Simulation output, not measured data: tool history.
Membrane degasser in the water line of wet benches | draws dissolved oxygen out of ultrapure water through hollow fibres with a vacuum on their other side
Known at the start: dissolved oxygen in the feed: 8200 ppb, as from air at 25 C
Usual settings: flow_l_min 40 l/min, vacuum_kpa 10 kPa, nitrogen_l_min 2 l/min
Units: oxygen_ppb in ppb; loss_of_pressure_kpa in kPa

{"run": 1, "hour": 0.0, "flow_l_min": 40, "vacuum_kpa": 10, "nitrogen_l_min": 2, "oxygen_ppb": 297.1, "loss_of_pressure_kpa": 63.73}
{"run": 2, "hour": 267.8, "flow_l_min": 40, "vacuum_kpa": 10, "nitrogen_l_min": 2, "oxygen_ppb": 296.5, "loss_of_pressure_kpa": 64.02}
{"run": 3, "hour": 443.6, "flow_l_min": 40, "vacuum_kpa": 10, "nitrogen_l_min": 2, "oxygen_ppb": 297.9, "loss_of_pressure_kpa": 63.76}
{"run": 4, "hour": 700.8, "flow_l_min": 40, "vacuum_kpa": 10, "nitrogen_l_min": 2, "oxygen_ppb": 297.3, "loss_of_pressure_kpa": 63.66}
{"run": 5, "hour": 997.9, "flow_l_min": 40, "vacuum_kpa": 10, "nitrogen_l_min": 2, "oxygen_ppb": 298.9, "loss_of_pressure_kpa": 63.95}
{"run": 6, "hour": 1197.6, "flow_l_min": 40, "vacuum_kpa": 10, "nitrogen_l_min": 2, "oxygen_ppb": 297.6, "loss_of_pressure_kpa": 63.58}
{"run": 7, "hour": 1512.5, "flow_l_min": 40, "vacuum_kpa": 10, "nitrogen_l_min": 2, "oxygen_ppb": 298.3, "loss_of_pressure_kpa": 64.31}
{"run": 8, "hour": 1665.5, "flow_l_min": 40, "vacuum_kpa": 10, "nitrogen_l_min": 2, "oxygen_ppb": 297.8, "loss_of_pressure_kpa": 63.86}
{"run": 9, "hour": 1866.4, "flow_l_min": 40, "vacuum_kpa": 10, "nitrogen_l_min": 2, "oxygen_ppb": 297.5, "loss_of_pressure_kpa": 64.19}
{"run": 10, "hour": 2137.9, "flow_l_min": 40, "vacuum_kpa": 10, "nitrogen_l_min": 2, "oxygen_ppb": 296.4, "loss_of_pressure_kpa": 63.7}
{"hour": 2453.7, "done": "seals of the vacuum lines changed"}
{"run": 11, "hour": 2494.5, "flow_l_min": 40, "vacuum_kpa": 18, "nitrogen_l_min": 2, "oxygen_ppb": 615, "loss_of_pressure_kpa": 64.56}
{"run": 12, "hour": 2653.2, "flow_l_min": 40, "vacuum_kpa": 18, "nitrogen_l_min": 2, "oxygen_ppb": 621.6, "loss_of_pressure_kpa": 63.76}
{"run": 13, "hour": 2989.1, "flow_l_min": 40, "vacuum_kpa": 18, "nitrogen_l_min": 2, "oxygen_ppb": 617.8, "loss_of_pressure_kpa": 63.43}
{"run": 14, "hour": 3175.3, "flow_l_min": 40, "vacuum_kpa": 18, "nitrogen_l_min": 2, "oxygen_ppb": 621.4, "loss_of_pressure_kpa": 64.23}
{"run": 15, "hour": 3495.1, "flow_l_min": 40, "vacuum_kpa": 18, "nitrogen_l_min": 2, "oxygen_ppb": 623.5, "loss_of_pressure_kpa": 63.36}
{"run": 16, "hour": 3828.8, "flow_l_min": 52, "vacuum_kpa": 18, "nitrogen_l_min": 0.98, "oxygen_ppb": 1309.4, "loss_of_pressure_kpa": 83}
{"run": 17, "hour": 4004.0, "flow_l_min": 30, "vacuum_kpa": 13.3, "nitrogen_l_min": 0.83, "oxygen_ppb": 695, "loss_of_pressure_kpa": 48.09}
{"run": 18, "hour": 4225.2, "flow_l_min": 59, "vacuum_kpa": 9.4, "nitrogen_l_min": 0.83, "oxygen_ppb": 732.7, "loss_of_pressure_kpa": 94.03}
{"hour": 4247.1, "done": "vacuum gauge calibrated"}
{"run": 19, "hour": 4571.2, "flow_l_min": 46, "vacuum_kpa": 16.6, "nitrogen_l_min": 1.47, "oxygen_ppb": 815.3, "loss_of_pressure_kpa": 73.34}
{"run": 20, "hour": 4833.6, "flow_l_min": 46, "vacuum_kpa": 16.6, "nitrogen_l_min": 1.47, "oxygen_ppb": 811.5, "loss_of_pressure_kpa": 73.59}
{"run": 21, "hour": 5156.9, "flow_l_min": 46, "vacuum_kpa": 16.6, "nitrogen_l_min": 1.47, "oxygen_ppb": 814.9, "loss_of_pressure_kpa": 73.95}
{"run": 22, "hour": 5502.7, "flow_l_min": 54, "vacuum_kpa": 10, "nitrogen_l_min": 2.54, "oxygen_ppb": 324.7, "loss_of_pressure_kpa": 85.84}
{"run": 23, "hour": 5749.8, "flow_l_min": 40, "vacuum_kpa": 10, "nitrogen_l_min": 5.5, "oxygen_ppb": 120.9, "loss_of_pressure_kpa": 63.93}
{"run": 24, "hour": 6010.9, "flow_l_min": 51, "vacuum_kpa": 6.8, "nitrogen_l_min": 1.18, "oxygen_ppb": 312.8, "loss_of_pressure_kpa": 81.75}
{"run": 25, "hour": 6366.3, "flow_l_min": 51, "vacuum_kpa": 23.2, "nitrogen_l_min": 1.37, "oxygen_ppb": 1312.3, "loss_of_pressure_kpa": 81.27}
{"run": 26, "hour": 6704.2, "flow_l_min": 59, "vacuum_kpa": 8.5, "nitrogen_l_min": 1.4, "oxygen_ppb": 450.3, "loss_of_pressure_kpa": 94.31}
{"run": 27, "hour": 6948.5, "flow_l_min": 59, "vacuum_kpa": 14.4, "nitrogen_l_min": 0.82, "oxygen_ppb": 1256, "loss_of_pressure_kpa": 94.93}
{"run": 28, "hour": 7146.1, "flow_l_min": 27, "vacuum_kpa": 10, "nitrogen_l_min": 2, "oxygen_ppb": 208.1, "loss_of_pressure_kpa": 43.09}

5 ways to go on from here, each from the tool as it stands after run 28. What would each give?
{"run": "A", "hour": 7475.6, "flow_l_min": 62, "vacuum_kpa": 10, "nitrogen_l_min": 5.94, "oxygen_ppb": "?", "loss_of_pressure_kpa": "?"}
{"run": "B", "hour": 7475.6, "flow_l_min": 44, "vacuum_kpa": 9, "nitrogen_l_min": 1.03, "oxygen_ppb": "?", "loss_of_pressure_kpa": "?"}
{"run": "C", "hour": 7475.6, "flow_l_min": 26, "vacuum_kpa": 12.3, "nitrogen_l_min": 3.96, "oxygen_ppb": "?", "loss_of_pressure_kpa": "?"}
{"run": "D", "hour": 7475.6, "flow_l_min": 36, "vacuum_kpa": 8.6, "nitrogen_l_min": 2, "oxygen_ppb": "?", "loss_of_pressure_kpa": "?"}
{"run": "E", "hour": 7475.6, "flow_l_min": 54, "vacuum_kpa": 7.8, "nitrogen_l_min": 1.09, "oxygen_ppb": "?", "loss_of_pressure_kpa": "?"}

run=A oxygen_ppb=193.1 loss_of_pressure_kpa=98.68
run=B oxygen_ppb=471.3 loss_of_pressure_kpa=70.52
run=C oxygen_ppb=139.8 loss_of_pressure_kpa=41.47
run=D oxygen_ppb=216 loss_of_pressure_kpa=57.6
run=E oxygen_ppb=433.7 loss_of_pressure_kpa=86.75
Without the tool's hidden state the same runs would have given:
run=A oxygen_ppb=192.9 loss_of_pressure_kpa=98.6
run=B oxygen_ppb=471.1 loss_of_pressure_kpa=70.47
run=C oxygen_ppb=139.7 loss_of_pressure_kpa=41.44
run=D oxygen_ppb=215.8 loss_of_pressure_kpa=57.56
run=E oxygen_ppb=433.5 loss_of_pressure_kpa=86.68
